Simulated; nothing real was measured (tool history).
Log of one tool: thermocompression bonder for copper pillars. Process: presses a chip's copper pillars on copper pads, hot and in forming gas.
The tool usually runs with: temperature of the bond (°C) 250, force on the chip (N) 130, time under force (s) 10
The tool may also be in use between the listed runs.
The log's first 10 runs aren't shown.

run   hour  temperature of the bond (°C)  force on the chip (N)  time under force (s)  hours of work since the heater was calibrated  hours of work since the force cell was calibrated  hours of work since the gas filter was changed  force that shears a chip off (N)
 11   99.9                           260                    120                    13                                            360                                                 78                                             173                              61.5
 12  108.3                           250                    130                     5                                            364                                                 81                                             176                              41.8
 13  121.5                           250                    130                    10                                            369                                                 87                                             182                              53.1
 14  132.2                           250                    130                    10                                            374                                                 91                                             186                              52.9
 15  140.4                           250                    130                    10                                            377                                                 95                                             190                              54.7
 16  148.7                           250                    118                    10                                            381                                                 98                                             193                              50.7
     155.1  -- forming gas filter changed
 17  157.6                           250                    118                    10                                            384                                                101                                               1                              51.1
 18  169.6                           279                    118                    10                                            389                                                106                                               6                              70.3
 19  175.7                           279                    118                    10                                            392                                                109                                               9                              68.6
 20  184.1                           279                    118                    10                                            395                                                112                                              12                              68.7
 21  191.7                           279                    118                    10                                            398                                                116                                              15                              69.3
 22  200.9                           250                    121                    10                                            402                                                119                                              19                              52.4
 23  210.6                           244                    121                    10                                            406                                                123                                              23                              49.0
 24  221.0                           244                    121                    10                                            410                                                128                                              27                              48.8
 25  229.0                           244                    121                    10                                            414                                                131                                              31                              48.7

For run 26, what comes out?
 26  238.4                           237                    146                     6                                            418                                                135                                              35                                 ?

force that shears a chip off (N): 40.7
Without the tool's hidden state the same run would have given force that shears a chip off (N) 43.4.
